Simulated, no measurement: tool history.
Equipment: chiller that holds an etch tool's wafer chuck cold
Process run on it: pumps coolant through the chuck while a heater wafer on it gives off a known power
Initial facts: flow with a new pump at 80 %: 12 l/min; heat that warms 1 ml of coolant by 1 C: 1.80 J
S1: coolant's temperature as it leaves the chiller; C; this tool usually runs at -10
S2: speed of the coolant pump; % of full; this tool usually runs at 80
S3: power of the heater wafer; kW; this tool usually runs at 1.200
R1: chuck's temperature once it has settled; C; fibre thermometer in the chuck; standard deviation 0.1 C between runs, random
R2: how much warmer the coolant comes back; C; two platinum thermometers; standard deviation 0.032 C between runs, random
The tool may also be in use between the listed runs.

run	hour	S1	S2	S3	R1	R2
1	0.0	-10	80	1.200	3.4	3.38
2	122.8	-10	80	1.200	3.8	3.37
3	223.7	-10	80	1.200	3.6	3.33
4	353.8	-10	80	1.200	3.6	3.40
5	443.5	-10	80	1.363	5.3	3.88
6	583.0	-10	80	1.550	7.4	4.42
7	720.6	-10	80	1.550	7.5	4.40
8	881.8	-10	80	1.200	3.5	3.59
9	1041.7	-10	61	1.200	5.6	4.61
10	1152.2	-10	61	1.200	5.5	4.61
11	1251.5	-10	61	1.200	5.5	4.61
12	1360.2	-10	80	1.200	3.5	3.59
13	1427.5	-10	80	1.200	3.6	3.61
# hour 1478.4: chiller's thermometer calibrated
14	1504.8	-10	80	1.200	3.5	3.62
15	1592.8	-10	80	1.200	3.8	3.61
16	1733.9	-19	80	1.200	-5.4	3.60
17	1857.5	-8	77	1.619	10.5	5.03
# hour 1886.5: coolant changed, channels flushed
18	1955.2	-8	74	1.522	9.8	4.96
19	2050.9	-1	74	1.496	16.3	4.87
20	2190.5	-13	80	1.200	0.7	3.72
21	2318.3	-15	99	1.200	-2.9	3.11
22	2438.2	-20	80	1.033	-8.2	3.31
# hour 2486.8: gauge calibrated
23	2517.9	-20	80	1.033	-8.4	2.82
24	2655.3	-12	68	1.351	4.8	4.48
25	2808.4	-12	68	1.351	4.5	4.52
26	2941.9	-12	99	1.298	1.0	2.97
27	3059.9	-12	99	1.298	1.1	3.03
28	3146.0	-4	80	1.073	8.3	3.15
29	3231.7	-1	90	1.005	9.7	2.62
30	3356.0	-16	80	0.780	-7.2	2.30
31	3521.8	-5	86	1.147	7.5	3.17

Below, some changes in R2 between adjacent runs. For each, the amount present without the hidden state too (settings, incoming material, random variation) and the amount remaining for the hidden state with gauge scatter not shared by both compared results:
Hidden state present: heat passed by the chuck's channels, % of clean ones'; flow at a given pump speed, % of a new pump's; coolant's true temperature over the reading, C; drift of the gauge itself on chuck_c, C; drift of the gauge itself on warmer_back_c, C.
Run 7 -> 8: S3 1.550 -> 1.200. R2 -0.81 C: hidden state +0.04, all else -0.85.
Run 16 -> 17: S1 -19 -> -8, S2 80 -> 77, S3 1.200 -> 1.619. R2 +1.43 C: hidden state +0.02, all else +1.41.
Run 22 -> 23: gauge calibrated. R2 -0.49 C: hidden state -0.44, all else -0.05.
Run 23 -> 24: S1 -20 -> -12, S2 80 -> 68, S3 1.033 -> 1.351. R2 +1.66 C: hidden state +0.03, all else +1.63.
Run 25 -> 26: S2 68 -> 99, S3 1.351 -> 1.298. R2 -1.55 C: hidden state +0.03, all else -1.58.
Run 30 -> 31: S1 -16 -> -5, S2 80 -> 86, S3 0.780 -> 1.147. R2 +0.87 C: hidden state +0.04, all else +0.83.
